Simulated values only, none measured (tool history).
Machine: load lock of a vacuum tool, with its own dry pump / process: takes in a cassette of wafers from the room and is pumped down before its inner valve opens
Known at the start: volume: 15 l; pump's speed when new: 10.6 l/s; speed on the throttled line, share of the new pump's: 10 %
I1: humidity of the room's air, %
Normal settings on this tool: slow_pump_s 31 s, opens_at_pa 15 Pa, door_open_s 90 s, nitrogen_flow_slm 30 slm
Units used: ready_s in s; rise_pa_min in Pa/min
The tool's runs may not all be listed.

{"run": 1, "hour": 0.0, "slow_pump_s": 31, "opens_at_pa": 15, "door_open_s": 90, "nitrogen_flow_slm": 30, "I1": 48.8, "ready_s": 40.54, "rise_pa_min": 0.38}
{"run": 2, "hour": 111.8, "slow_pump_s": 39, "opens_at_pa": 15, "door_open_s": 90, "nitrogen_flow_slm": 30, "I1": 42.8, "ready_s": 47.86, "rise_pa_min": 0.386}
{"run": 3, "hour": 257.1, "slow_pump_s": 31, "opens_at_pa": 15, "door_open_s": 123, "nitrogen_flow_slm": 30, "I1": 45.2, "ready_s": 40.54, "rise_pa_min": 0.425}
{"run": 4, "hour": 380.4, "slow_pump_s": 31, "opens_at_pa": 17, "door_open_s": 90, "nitrogen_flow_slm": 30, "I1": 46.1, "ready_s": 40.4, "rise_pa_min": 0.429}
{"run": 5, "hour": 496.5, "slow_pump_s": 31, "opens_at_pa": 17, "door_open_s": 38, "nitrogen_flow_slm": 30, "I1": 45.8, "ready_s": 40.43, "rise_pa_min": 0.418}
{"run": 6, "hour": 585.7, "slow_pump_s": 31, "opens_at_pa": 15, "door_open_s": 90, "nitrogen_flow_slm": 30, "I1": 46.6, "ready_s": 40.73, "rise_pa_min": 0.441}
{"run": 7, "hour": 735.1, "slow_pump_s": 31, "opens_at_pa": 15, "door_open_s": 90, "nitrogen_flow_slm": 30, "I1": 43.6, "ready_s": 40.66, "rise_pa_min": 0.461}
{"run": 8, "hour": 877.4, "slow_pump_s": 31, "opens_at_pa": 15, "door_open_s": 90, "nitrogen_flow_slm": 30, "I1": 45.9, "ready_s": 40.71, "rise_pa_min": 0.481}
{"run": 9, "hour": 1002.3, "slow_pump_s": 31, "opens_at_pa": 15, "door_open_s": 90, "nitrogen_flow_slm": 30, "I1": 41.7, "ready_s": 40.68, "rise_pa_min": 0.496}
{"run": 10, "hour": 1072.8, "slow_pump_s": 31, "opens_at_pa": 15, "door_open_s": 90, "nitrogen_flow_slm": 30, "I1": 44.6, "ready_s": 40.64, "rise_pa_min": 0.509}
{"run": 11, "hour": 1189.4, "slow_pump_s": 31, "opens_at_pa": 13, "door_open_s": 132, "nitrogen_flow_slm": 30, "I1": 42.8, "ready_s": 40.83, "rise_pa_min": 0.538}
{"run": 12, "hour": 1301.0, "slow_pump_s": 31, "opens_at_pa": 15, "door_open_s": 26, "nitrogen_flow_slm": 30, "I1": 44.7, "ready_s": 40.77, "rise_pa_min": 0.509}
{"run": 13, "hour": 1374.9, "slow_pump_s": 31, "opens_at_pa": 15, "door_open_s": 90, "nitrogen_flow_slm": 9, "I1": 44.7, "ready_s": 40.55, "rise_pa_min": 0.579}
{"run": 14, "hour": 1497.0, "slow_pump_s": 31, "opens_at_pa": 14, "door_open_s": 90, "nitrogen_flow_slm": 30, "I1": 42.5, "ready_s": 40.82, "rise_pa_min": 0.558}
{"run": 15, "hour": 1629.4, "slow_pump_s": 38, "opens_at_pa": 14, "door_open_s": 151, "nitrogen_flow_slm": 30, "I1": 44.5, "ready_s": 47.23, "rise_pa_min": 0.604}

Predict each of these 4 candidate next runs independently; none follows another, all start after run 15:
{"run": "A", "hour": 1762.6, "slow_pump_s": 38, "opens_at_pa": 24, "door_open_s": 150, "nitrogen_flow_slm": 30, "I1": 45.7, "ready_s": "?", "rise_pa_min": "?"}
{"run": "B", "hour": 1762.6, "slow_pump_s": 17, "opens_at_pa": 14, "door_open_s": 37, "nitrogen_flow_slm": 30, "I1": 44.3, "ready_s": "?", "rise_pa_min": "?"}
{"run": "C", "hour": 1762.6, "slow_pump_s": 32, "opens_at_pa": 14, "door_open_s": 62, "nitrogen_flow_slm": 30, "I1": 45.4, "ready_s": "?", "rise_pa_min": "?"}
{"run": "D", "hour": 1762.6, "slow_pump_s": 31, "opens_at_pa": 19, "door_open_s": 90, "nitrogen_flow_slm": 12, "I1": 48.0, "ready_s": "?", "rise_pa_min": "?"}

run=A ready_s=46.49 rise_pa_min=0.618
run=B ready_s=28.28 rise_pa_min=0.578
run=C ready_s=41.67 rise_pa_min=0.586
run=D ready_s=40.28 rise_pa_min=0.625
With the hidden condition removed and each run's random variation left untouched, the same runs would have given:
run=A ready_s=46.31 rise_pa_min=0.071
run=B ready_s=28.04 rise_pa_min=0.032
run=C ready_s=41.46 rise_pa_min=0.039
run=D ready_s=40.08 rise_pa_min=0.084
